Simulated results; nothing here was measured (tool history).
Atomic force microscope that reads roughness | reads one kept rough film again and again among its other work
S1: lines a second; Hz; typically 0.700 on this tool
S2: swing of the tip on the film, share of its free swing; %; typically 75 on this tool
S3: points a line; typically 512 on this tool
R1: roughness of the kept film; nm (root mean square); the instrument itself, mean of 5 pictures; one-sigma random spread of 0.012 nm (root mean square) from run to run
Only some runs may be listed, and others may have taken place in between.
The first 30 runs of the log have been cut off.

run	hour	S1	S2	S3	R1
31	228.8	0.818	56	751	2.605
32	234.0	0.818	56	751	2.567
33	243.5	1.197	59	864	2.498
34	253.3	0.700	75	899	2.395
35	263.6	1.092	75	379	2.227
36	269.7	0.691	72	280	2.272
37	278.8	0.691	72	280	2.226
38	288.5	3.218	75	476	1.833
39	299.1	0.886	57	385	2.226
40	308.0	2.510	57	278	2.049
41	316.8	1.796	75	950	1.943
42	321.2	0.939	75	261	1.992
43	330.5	0.700	73	512	2.067
44	339.0	0.700	73	512	2.028
45	343.4	1.789	75	372	1.843
# hour 347.3: new tip fitted
46	349.4	1.789	75	372	2.497
47	359.8	1.789	75	372	2.430
48	368.4	1.789	75	876	2.420
49	375.1	1.944	75	512	2.347
50	382.4	1.944	75	512	2.322
51	390.3	0.883	64	376	2.519
52	399.6	0.700	85	512	2.375
53	406.2	1.339	81	374	2.207

4 options for the next run, each taken on its own from the tool as it stands now. Forecast them:
A	416.2	0.560	66	512	?
B	416.2	1.841	81	388	?
C	416.2	3.065	75	512	?
D	416.2	1.056	72	475	?

run	R1
A	2.433
B	2.063
C	1.988
D	2.313
The same runs, with their run-to-run variation unchanged, on a tool lacking any hidden condition would have given:
run	R1
A	2.838
B	2.407
C	2.318
D	2.699
